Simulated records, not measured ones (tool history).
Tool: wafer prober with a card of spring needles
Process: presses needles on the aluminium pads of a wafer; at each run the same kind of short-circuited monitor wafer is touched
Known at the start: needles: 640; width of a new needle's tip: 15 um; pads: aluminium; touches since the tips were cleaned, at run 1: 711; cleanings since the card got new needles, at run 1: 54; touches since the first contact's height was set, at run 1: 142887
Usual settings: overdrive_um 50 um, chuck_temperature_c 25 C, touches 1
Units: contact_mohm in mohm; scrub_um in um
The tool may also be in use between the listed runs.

| run | day | overdrive_um | chuck_temperature_c | touches | touches since the tips were cleaned | cleanings since the card got new needles | touches since the first contact's height was set | contact_mohm | scrub_um |
|---|---|---|---|---|---|---|---|---|---|
| 1 | 0.000 | 50 | 25 | 1 | 711 | 54 | 142887 | 297 | 9.38 |
|  | 0.342 | tips cleaned on abrasive film |
| 2 | 0.725 | 50 | 25 | 1 | 2373 | 55 | 147332 | 323 | 9.36 |
|  | 0.762 | tips cleaned on abrasive film |
|  | 1.192 | tips cleaned on abrasive film |
| 3 | 1.283 | 50 | 25 | 3 | 558 | 57 | 150711 | 274 | 9.42 |
|  | 1.638 | tips cleaned on abrasive film |
| 4 | 1.938 | 50 | 25 | 3 | 1845 | 58 | 154702 | 286 | 9.33 |
|  | 2.071 | tips cleaned on abrasive film |
|  | 2.492 | tips cleaned on abrasive film |
| 5 | 2.492 | 50 | 91 | 1 | 0 | 60 | 158062 | 295 | 9.40 |
|  | 2.896 | tips cleaned on abrasive film |
| 6 | 3.175 | 50 | 91 | 1 | 1712 | 61 | 162257 | 325 | 9.39 |
|  | 3.258 | height of the first contact set anew |
|  | 3.325 | tips cleaned on abrasive film |
|  | 3.771 | tips cleaned on abrasive film |
| 7 | 3.792 | 55 | 25 | 1 | 109 | 63 | 3229 | 272 | 10.15 |
|  | 4.179 | tips cleaned on abrasive film |
| 8 | 4.304 | 55 | 25 | 1 | 758 | 64 | 6366 | 286 | 10.21 |
|  | 4.617 | tips cleaned on abrasive film |
| 9 | 4.692 | 55 | 25 | 1 | 477 | 65 | 8732 | 284 | 10.10 |
|  | 5.033 | tips cleaned on abrasive film |
| 10 | 5.067 | 35 | 25 | 1 | 208 | 66 | 11007 | 306 | 6.02 |
|  | 5.454 | tips cleaned on abrasive film |
| 11 | 5.467 | 50 | 47 | 2 | 87 | 67 | 13458 | 285 | 9.00 |
| 12 | 5.833 | 50 | 25 | 3 | 2323 | 67 | 15694 | 284 | 9.03 |
|  | 5.900 | tips cleaned on abrasive film |
|  | 6.312 | tips cleaned on abrasive film |
| 13 | 6.471 | 30 | 83 | 2 | 965 | 69 | 19581 | 365 | 4.97 |
|  | 6.725 | tips cleaned on abrasive film |
| 14 | 7.021 | 66 | 25 | 1 | 1830 | 70 | 22943 | 292 | 12.19 |
|  | 7.171 | tips cleaned on abrasive film |
|  | 7.483 | height of the first contact set anew, once more |
| 15 | 7.554 | 51 | 41 | 3 | 2303 | 71 | 439 | 288 | 10.16 |
|  | 7.612 | tips cleaned on abrasive film |
| 16 | 7.954 | 51 | 41 | 2 | 2110 | 72 | 2876 | 294 | 10.12 |
|  | 8.025 | tips cleaned on abrasive film |
|  | 8.446 | tips cleaned on abrasive film |
| 17 | 8.633 | 37 | 62 | 3 | 1161 | 74 | 6994 | 310 | 7.35 |

Forecast each of these 4 alternatives for the next run:
|  | 8.900 | tips cleaned on abrasive film |
| A | 9.171 | 50 | 53 | 3 | 1666 | 75 | 10271 | ? | ? |
|  | 8.900 | tips cleaned on abrasive film |
| B | 9.171 | 46 | 29 | 1 | 1666 | 75 | 10271 | ? | ? |
|  | 8.900 | tips cleaned on abrasive film |
| C | 9.171 | 48 | 62 | 3 | 1666 | 75 | 10271 | ? | ? |
|  | 8.900 | tips cleaned on abrasive film |
| D | 9.171 | 58 | 61 | 1 | 1666 | 75 | 10271 | ? | ? |

| run | contact_mohm | scrub_um |
|---|---|---|
| A | 293 | 9.93 |
| B | 314 | 9.18 |
| C | 298 | 9.54 |
| D | 307 | 11.59 |
Without the tool's hidden state the same runs would have given:
| run | contact_mohm | scrub_um |
|---|---|---|
| A | 279 | 9.98 |
| B | 271 | 9.23 |
| C | 283 | 9.58 |
| D | 279 | 11.63 |
